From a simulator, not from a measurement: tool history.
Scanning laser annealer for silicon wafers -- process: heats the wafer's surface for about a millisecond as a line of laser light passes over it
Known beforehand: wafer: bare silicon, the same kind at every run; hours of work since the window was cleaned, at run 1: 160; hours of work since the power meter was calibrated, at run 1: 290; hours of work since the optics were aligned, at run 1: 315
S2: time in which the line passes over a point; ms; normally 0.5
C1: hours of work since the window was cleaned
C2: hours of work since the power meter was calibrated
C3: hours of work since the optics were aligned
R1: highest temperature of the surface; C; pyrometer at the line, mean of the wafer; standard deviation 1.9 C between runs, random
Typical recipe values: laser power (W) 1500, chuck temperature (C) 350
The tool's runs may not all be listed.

run 1 hour=0 | laser_power_(W)=1500 S2=0.5 chuck_temperature_(C)=350 | C1=160 C2=290 C3=315 | R1=1165
run 2 hour=12.2 | laser_power_(W)=1500 S2=0.428 chuck_temperature_(C)=350 | C1=168 C2=298 C3=323 | R1=1103
run 3 hour=24.2 | laser_power_(W)=1500 S2=0.428 chuck_temperature_(C)=350 | C1=175 C2=305 C3=331 | R1=1099
run 4 hour=34.4 | laser_power_(W)=1500 S2=0.5 chuck_temperature_(C)=350 | C1=182 C2=312 C3=337 | R1=1164
run 5 hour=40.3 | laser_power_(W)=1500 S2=0.5 chuck_temperature_(C)=350 | C1=186 C2=316 C3=341 | R1=1164
run 6 hour=50.5 | laser_power_(W)=1500 S2=0.5 chuck_temperature_(C)=350 | C1=192 C2=322 C3=348 | R1=1158
run 7 hour=57 | laser_power_(W)=1491 S2=0.5 chuck_temperature_(C)=350 | C1=197 C2=326 C3=352 | R1=1156
run 8 hour=65.3 | laser_power_(W)=1491 S2=0.5 chuck_temperature_(C)=350 | C1=202 C2=332 C3=357 | R1=1157
run 9 hour=71.6 | laser_power_(W)=1491 S2=0.5 chuck_temperature_(C)=350 | C1=206 C2=336 C3=361 | R1=1156
run 10 hour=82.2 | laser_power_(W)=1500 S2=0.413 chuck_temperature_(C)=350 | C1=213 C2=343 C3=368 | R1=1083
run 11 hour=92.9 | laser_power_(W)=1384 S2=0.415 chuck_temperature_(C)=350 | C1=220 C2=350 C3=375 | R1=1031
run 12 hour=103.1 | laser_power_(W)=1384 S2=0.415 chuck_temperature_(C)=350 | C1=226 C2=356 C3=382 | R1=1034
run 13 hour=111.9 | laser_power_(W)=1631 S2=0.497 chuck_temperature_(C)=329 | C1=232 C2=362 C3=388 | R1=1197
run 14 hour=124.4 | laser_power_(W)=1500 S2=0.5 chuck_temperature_(C)=349 | C1=240 C2=370 C3=396 | R1=1155
run 15 hour=137.9 | laser_power_(W)=1500 S2=0.5 chuck_temperature_(C)=349 | C1=249 C2=379 C3=404 | R1=1154
run 16 hour=144.8 | laser_power_(W)=1276 S2=0.388 chuck_temperature_(C)=353 | C1=253 C2=383 C3=409 | R1=959
run 17 hour=156.1 | laser_power_(W)=1276 S2=0.388 chuck_temperature_(C)=353 | C1=261 C2=391 C3=416 | R1=959

For run 18, what comes out?
run 18 hour=166.4 | laser_power_(W)=1332 S2=0.5 chuck_temperature_(C)=350 | C1=267 C2=397 C3=423 | R1=?

R1: 1069 C
Take away the tool's hidden state, keep the run-to-run variation as it was, and the same run would have given R1 1098 C.
